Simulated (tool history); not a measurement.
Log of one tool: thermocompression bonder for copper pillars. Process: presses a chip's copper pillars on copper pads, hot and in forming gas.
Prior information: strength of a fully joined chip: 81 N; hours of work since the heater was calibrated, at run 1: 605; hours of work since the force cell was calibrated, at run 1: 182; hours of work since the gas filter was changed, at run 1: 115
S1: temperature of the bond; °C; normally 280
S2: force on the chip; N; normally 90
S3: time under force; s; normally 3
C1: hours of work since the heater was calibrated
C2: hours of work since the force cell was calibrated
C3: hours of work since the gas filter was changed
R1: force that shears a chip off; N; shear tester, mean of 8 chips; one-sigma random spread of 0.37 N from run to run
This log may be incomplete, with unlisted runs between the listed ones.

run   hour   S1   S2  S3   C1   C2   C3    R1
  1      0  280   90   3  605  182  115  28.7
  2    7.2  260   90   3  608  185  118  21.3
  3   11.8  280   90   3  610  187  120  28.8
  4   18.2  280  134   3  613  190  123  39.7
  5   27.5  280  134   3  617  194  127  39.7
  6     38  280   90   6  622  199  131  38.4
  7   48.8  280   90   6  627  203  136  38.9
  8     56  280   90   6  630  207  139    38
  9   66.1  280   58   3  634  211  144  20.3
 10   74.3  280   58   3  638  215  148  20.4
 11   82.3  280   90   3  642  218  151  29.3
 12   88.7  309   90   3  644  221  154    43
 13   94.1  309   90   3  647  223  156  43.1
 14  103.2  299   90   3  651  228  160  37.4
 15  109.6  299  130   3  654  230  163  48.6
 16  117.1  280   90   5  657  234  167  35.8
 17  127.2  280   90   5  662  238  171  35.8
 18  138.1  280   90   3  666  243  176  29.6
 19  144.3  280   90   3  669  246  179  28.3
 20    150  304   90   3  672  248  181  40.4
       157  -- forming gas filter changed
 21    157  296   88   3  675  251    0  36.6
 22  167.8  268   90   6  679  256    5  32.8
 23  175.5  259  124   3  683  259    8  27.3
 24  186.3  259  124   3  688  264   13  27.5
 25  195.9  283   63   6  692  269   17  30.3
 26  200.9  280   90   4  694  271   20  32.5
 27  211.8  280   90   4  699  276   24  32.6
 28  216.4  269   90   3  701  278   26  24.3
 29  223.3  269   86   2  704  281   30    19
 30  229.5  269   65   4  707  283   32  21.2
 31  236.2  269   65   4  710  286   35  21.2
 32  244.1  291   65   4  713  290   39  29.6
 33  251.3  291  129   4  716  293   42  48.9
 34  260.3  295   76   3  720  297   46  31.2

The next listed run, before its measurement:
 35  267.1  288  124   9  723  300  49   ?

Run 35 produced R1 57.8 N.
Were there no unlogged condition in the tool, this run, its random variation unchanged, would have produced R1 58.1 N.
